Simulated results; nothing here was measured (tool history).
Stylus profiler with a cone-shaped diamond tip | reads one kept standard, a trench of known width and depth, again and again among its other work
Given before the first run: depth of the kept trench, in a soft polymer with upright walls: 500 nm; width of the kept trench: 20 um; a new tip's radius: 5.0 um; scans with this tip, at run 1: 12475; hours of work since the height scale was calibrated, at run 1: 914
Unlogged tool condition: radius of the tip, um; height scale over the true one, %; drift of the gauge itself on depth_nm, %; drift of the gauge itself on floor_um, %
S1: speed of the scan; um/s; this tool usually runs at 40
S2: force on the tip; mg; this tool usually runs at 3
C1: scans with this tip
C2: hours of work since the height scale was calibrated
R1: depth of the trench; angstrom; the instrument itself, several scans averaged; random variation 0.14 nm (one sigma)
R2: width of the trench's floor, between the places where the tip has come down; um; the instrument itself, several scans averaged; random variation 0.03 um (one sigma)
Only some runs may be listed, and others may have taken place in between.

run	hour	S1	S2	C1	C2	R1	R2
1	0	40	3	12475	914	5081.1	15.49
2	66.3	40	1.51	13078	959	5052.4	15.44
3	105.1	40	3	13430	985	5079.5	15.51
4	155	40	2.31	13884	1018	5068.2	15.44
5	184.8	40	2.31	14155	1038	5068.5	15.49
6	222	40	5.38	14494	1062	5119.5	15.55
7	276.5	40	5.38	14989	1099	5120.6	15.48
8	333.3	40	5.38	15505	1137	5121.9	15.45
9	376.7	28	3	15900	1166	5082.8	15.55
10	427	28	3	16358	1199	5079	15.53
11	459.7	28	3	16655	1221	5083.6	15.57
12	505.7	40	3	17073	1252	5081.7	15.47
13	560.6	40	2.66	17573	1288	5071.9	15.42
14	614.5	40	2.66	18063	1324	5074.5	15.47
15	647.7	92	2.08	18365	1346	5062.8	15.15
16	715.1	92	2.08	18977	1391	5062.8	15.24
17	776.7	40	6.48	19538	1432	5134.2	15.52
18	819.6	40	6.48	19928	1461	5135.4	15.51
19	860.7	50	1.02	20301	1488	5039.2	15.31
# hour 865.6: height scale calibrated on a step standard
20	906.2	12	4.52	20711	27	5110	15.58
21	940.6	11	3.41	21023	50	5089.3	15.59
22	973.1	129	3.99	21319	72	5096	15.17
23	1003.2	141	1.69	21593	92	5054.5	14.91
24	1031.9	141	1.69	21853	111	5055.2	14.91
25	1082.6	11	3.93	22315	145	5098.3	15.56
26	1146.2	82	5.16	22893	187	5118	15.38
27	1203.8	12	2.34	23417	225	5067.5	15.59
28	1248.5	153	2.04	23823	255	5062.6	14.95

Consider 5 possible next runs. They are alternatives, not a sequence: every one starts from the tool as it was left by run 28. What does each give?
A	1307.3	40	3	24358	294	?	?
B	1307.3	150	2.83	24358	294	?	?
C	1307.3	153	3.27	24358	294	?	?
D	1307.3	109	3.23	24358	294	?	?
E	1307.3	40	6.25	24358	294	?	?

run	R1	R2
A	5077.7	15.48
B	5081.5	15.06
C	5086.2	15.09
D	5085.3	15.21
E	5132.1	15.52
Without the tool's hidden state the same runs would have given:
run	R1	R2
A	5077.8	15.51
B	5081.6	15.08
C	5086.3	15.12
D	5085.4	15.24
E	5132.2	15.55
